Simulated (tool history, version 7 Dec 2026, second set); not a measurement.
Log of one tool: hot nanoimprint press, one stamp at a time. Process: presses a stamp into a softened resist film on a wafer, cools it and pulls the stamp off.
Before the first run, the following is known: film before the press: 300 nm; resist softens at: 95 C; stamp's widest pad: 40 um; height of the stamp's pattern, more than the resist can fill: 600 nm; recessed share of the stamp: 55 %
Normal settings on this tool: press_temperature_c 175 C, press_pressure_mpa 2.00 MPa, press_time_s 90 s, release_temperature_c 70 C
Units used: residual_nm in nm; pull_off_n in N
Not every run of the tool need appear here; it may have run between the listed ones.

run,hour,press_temperature_c,press_pressure_mpa,press_time_s,release_temperature_c,residual_nm,pull_off_n
1,0.0,175,2.00,90,70,154.4,201
2,19.4,175,1.90,90,70,157.1,196
3,43.8,175,2.00,90,70,153.8,197
4,55.3,175,2.00,90,70,154.4,192
5,77.4,175,2.66,90,70,138.2,197
6,96.2,175,2.00,90,70,154.6,200
7,124.1,175,2.00,90,70,155.1,205
8,138.0,175,2.00,90,70,155.0,193
9,152.4,169,2.00,90,70,198.8,199
10,165.2,169,2.00,90,70,197.7,193
11,179.3,175,2.00,90,68,154.6,209
12,200.5,175,2.00,90,68,153.6,202
13,218.7,175,2.00,90,68,153.6,196
14,239.0,175,2.00,90,68,154.1,196
15,267.0,175,2.00,90,68,154.2,208
# hour 282.3: plate thermocouple calibrated
# hour 296.1: stamp cleaned and given a new release coat
16,303.9,175,2.00,90,68,154.5,190
17,315.8,173,2.10,59,60,191.0,206
18,339.4,172,2.35,59,60,191.2,205
19,363.1,166,2.35,87,60,213.1,208
20,382.9,180,2.00,90,61,122.8,210
21,405.4,180,2.00,90,61,122.9,203
# hour 424.3: press's hydraulic seals changed and the load cell set to zero
22,437.5,180,2.00,90,61,122.4,201
23,460.5,180,2.00,90,61,122.6,209
24,476.3,174,1.85,90,61,166.2,209
25,490.4,174,1.95,90,75,162.6,190
26,513.4,174,1.95,90,75,163.0,189
27,540.1,183,2.46,106,70,90.4,193
28,559.3,164,2.00,90,61,235.0,209

Run 29 is up next; what results do you expect?
29,584.6,165,2.06,56,71,?,?

{"run 29": {"residual_nm": 246.4, "pull_off_n": 195}}
Were there no unlogged condition in the tool, this run, its random variation unchanged, would have produced residual_nm 246.4 nm, pull_off_n 194 N.

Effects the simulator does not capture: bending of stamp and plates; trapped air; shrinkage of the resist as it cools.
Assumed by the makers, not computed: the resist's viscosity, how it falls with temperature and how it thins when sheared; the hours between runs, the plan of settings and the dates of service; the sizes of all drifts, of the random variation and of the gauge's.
